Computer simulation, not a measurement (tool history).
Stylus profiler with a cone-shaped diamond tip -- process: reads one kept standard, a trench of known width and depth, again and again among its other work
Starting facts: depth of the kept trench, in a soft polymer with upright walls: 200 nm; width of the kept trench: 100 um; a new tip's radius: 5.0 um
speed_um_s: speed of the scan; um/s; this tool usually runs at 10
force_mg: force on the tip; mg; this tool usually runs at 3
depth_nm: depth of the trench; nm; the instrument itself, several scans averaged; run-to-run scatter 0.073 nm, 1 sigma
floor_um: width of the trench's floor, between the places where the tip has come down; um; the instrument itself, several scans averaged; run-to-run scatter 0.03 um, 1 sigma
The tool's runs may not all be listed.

run 1 hour=0 | speed_um_s=10 force_mg=3 | depth_nm=202.6 floor_um=96.03
run 2 hour=46 | speed_um_s=10 force_mg=3 | depth_nm=202.43 floor_um=96.04
run 3 hour=123.4 | speed_um_s=10 force_mg=3 | depth_nm=202.51 floor_um=96.05
run 4 hour=166.2 | speed_um_s=10 force_mg=3 | depth_nm=202.49 floor_um=95.99
run 5 hour=231.4 | speed_um_s=10 force_mg=3 | depth_nm=202.43 floor_um=95.97
run 6 hour=284.6 | speed_um_s=10 force_mg=3 | depth_nm=202.34 floor_um=95.87
run 7 hour=352.9 | speed_um_s=10 force_mg=3 | depth_nm=202.39 floor_um=95.91
run 8 hour=433.9 | speed_um_s=27 force_mg=3 | depth_nm=202.42 floor_um=95.85
run 9 hour=507.1 | speed_um_s=27 force_mg=3 | depth_nm=202.34 floor_um=95.82
-- hour=513.9 height scale calibrated on a step standard
run 10 hour=547.2 | speed_um_s=10 force_mg=5.11 | depth_nm=203.35 floor_um=95.83
run 11 hour=617.3 | speed_um_s=10 force_mg=5.11 | depth_nm=203.32 floor_um=95.76
run 12 hour=674.7 | speed_um_s=12 force_mg=1.5 | depth_nm=200.98 floor_um=95.7
run 13 hour=750.9 | speed_um_s=12 force_mg=1.5 | depth_nm=200.94 floor_um=95.69
run 14 hour=807.3 | speed_um_s=31 force_mg=6.35 | depth_nm=203.8 floor_um=95.68
run 15 hour=854.4 | speed_um_s=3 force_mg=5.7 | depth_nm=203.42 floor_um=95.73
run 16 hour=893.4 | speed_um_s=4 force_mg=6.3 | depth_nm=203.74 floor_um=95.67
-- hour=915.1 new tip fitted, height scale calibrated
run 17 hour=949.3 | speed_um_s=4 force_mg=7.14 | depth_nm=204.94 floor_um=97.12
-- hour=962.5 height scale calibrated on a step standard, once more
run 18 hour=1009.9 | speed_um_s=32 force_mg=2.82 | depth_nm=202.71 floor_um=97.07
run 19 hour=1085.6 | speed_um_s=32 force_mg=1.02 | depth_nm=201.14 floor_um=96.92

Consider 5 possible next runs. They are alternatives, not a sequence: every one starts from the tool as it was left by run 19. What does each give?
run A hour=1164 | speed_um_s=3 force_mg=1.02 | depth_nm=? floor_um=?
run B hour=1164 | speed_um_s=32 force_mg=6.59 | depth_nm=? floor_um=?
run C hour=1164 | speed_um_s=2 force_mg=2.8 | depth_nm=? floor_um=?
run D hour=1164 | speed_um_s=32 force_mg=1.76 | depth_nm=? floor_um=?
run E hour=1164 | speed_um_s=27 force_mg=1.04 | depth_nm=? floor_um=?

run=A depth_nm=201.19 floor_um=96.98
run=B depth_nm=204.72 floor_um=96.95
run=C depth_nm=202.56 floor_um=97
run=D depth_nm=201.82 floor_um=96.9
run=E depth_nm=201.39 floor_um=96.91
Take away the tool's hidden state, keep each run's random variation, and the runs would have read:
run=A depth_nm=201.31 floor_um=97.17
run=B depth_nm=204.84 floor_um=97.14
run=C depth_nm=202.67 floor_um=97.19
run=D depth_nm=201.94 floor_um=97.1
run=E depth_nm=201.5 floor_um=97.1
